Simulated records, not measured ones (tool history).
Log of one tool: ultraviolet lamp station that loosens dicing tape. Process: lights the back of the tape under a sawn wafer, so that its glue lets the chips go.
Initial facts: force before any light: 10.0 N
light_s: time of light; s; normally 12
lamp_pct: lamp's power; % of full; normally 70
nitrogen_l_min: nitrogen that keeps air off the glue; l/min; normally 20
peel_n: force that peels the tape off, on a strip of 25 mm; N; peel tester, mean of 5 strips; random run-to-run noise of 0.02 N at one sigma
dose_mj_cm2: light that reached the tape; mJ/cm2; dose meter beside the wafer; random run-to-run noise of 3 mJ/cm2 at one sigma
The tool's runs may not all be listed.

run 1 hour=0.0 | light_s=12 lamp_pct=70 nitrogen_l_min=20 | peel_n=1.502 dose_mj_cm2=357
run 2 hour=17.0 | light_s=18 lamp_pct=70 nitrogen_l_min=20 | peel_n=0.603 dose_mj_cm2=537
run 3 hour=37.8 | light_s=18 lamp_pct=70 nitrogen_l_min=20 | peel_n=0.641 dose_mj_cm2=529
run 4 hour=61.3 | light_s=12 lamp_pct=70 nitrogen_l_min=20 | peel_n=1.548 dose_mj_cm2=350
run 5 hour=78.2 | light_s=12 lamp_pct=65 nitrogen_l_min=20 | peel_n=1.842 dose_mj_cm2=318
run 6 hour=89.6 | light_s=12 lamp_pct=65 nitrogen_l_min=20 | peel_n=1.744 dose_mj_cm2=321
run 7 hour=109.1 | light_s=12 lamp_pct=65 nitrogen_l_min=20 | peel_n=1.878 dose_mj_cm2=320
run 8 hour=131.6 | light_s=19 lamp_pct=65 nitrogen_l_min=26 | peel_n=0.599 dose_mj_cm2=497
run 9 hour=156.3 | light_s=19 lamp_pct=65 nitrogen_l_min=26 | peel_n=0.620 dose_mj_cm2=488
run 10 hour=170.7 | light_s=15 lamp_pct=68 nitrogen_l_min=26 | peel_n=0.980 dose_mj_cm2=400
run 11 hour=183.9 | light_s=15 lamp_pct=68 nitrogen_l_min=26 | peel_n=1.007 dose_mj_cm2=399

4 options for the next run, each taken on its own from the tool as it stands now. Forecast them:
run A hour=206.2 | light_s=16 lamp_pct=61 nitrogen_l_min=15 | peel_n=? dose_mj_cm2=?
run B hour=206.2 | light_s=12 lamp_pct=88 nitrogen_l_min=20 | peel_n=? dose_mj_cm2=?
run C hour=206.2 | light_s=6 lamp_pct=68 nitrogen_l_min=18 | peel_n=? dose_mj_cm2=?
run D hour=206.2 | light_s=14 lamp_pct=93 nitrogen_l_min=10 | peel_n=? dose_mj_cm2=?

run=A peel_n=1.620 dose_mj_cm2=377
run=B peel_n=1.150 dose_mj_cm2=407
run=C peel_n=4.356 dose_mj_cm2=156
run=D peel_n=1.233 dose_mj_cm2=504
What these runs would have given with no unlogged condition in the tool:
run=A peel_n=0.859 dose_mj_cm2=514
run=B peel_n=0.552 dose_mj_cm2=554
run=C peel_n=3.254 dose_mj_cm2=213
run=D peel_n=0.608 dose_mj_cm2=686
